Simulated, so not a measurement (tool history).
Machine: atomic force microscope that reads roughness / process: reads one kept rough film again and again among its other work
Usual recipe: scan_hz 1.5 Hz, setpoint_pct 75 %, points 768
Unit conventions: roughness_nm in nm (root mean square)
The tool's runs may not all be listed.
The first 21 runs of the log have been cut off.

run	hour	scan_hz	setpoint_pct	points	roughness_nm
22	294.6	1.45	78	768	3.836
23	309.7	1.45	78	768	3.784
24	319.4	1.4	58	714	3.971
# hour 335: new tip fitted
25	336.8	1.4	58	714	4.419
26	357.4	1.4	58	714	4.337
27	377.1	1.4	58	714	4.288
28	386.1	1.4	58	435	4.253
29	396.5	1.5	75	427	4.09
30	405.8	1.5	75	427	4.083
31	421.5	1.5	75	427	4.038
32	431.3	2.67	69	796	3.948
33	449.3	2.67	69	796	3.893
34	461.8	1.5	71	307	3.963
35	472.5	1.5	75	578	3.925
36	491.5	1.5	75	578	3.871
37	507.3	1.5	75	578	3.822
38	517.4	0.61	75	297	3.965
39	529.2	0.5	75	367	3.988
40	537.7	0.5	75	367	3.934
# hour 546.1: new tip fitted
41	552.4	1.5	75	546	4.195
42	566.6	1.5	75	433	4.155
43	577.9	1.5	75	433	4.143
44	592.3	1.73	67	464	4.185

Forecast each of these 5 alternatives for the next run:
A	610.6	3.76	63	347	?
B	610.6	0.83	85	768	?
C	610.6	1.05	77	464	?
D	610.6	0.88	58	768	?
E	610.6	0.57	88	281	?

run	roughness_nm
A	3.986
B	4.082
C	4.125
D	4.288
E	4.101
With the hidden condition removed and each run's random variation left untouched, the same runs would have given:
run	roughness_nm
A	4.157
B	4.258
C	4.302
D	4.472
E	4.277
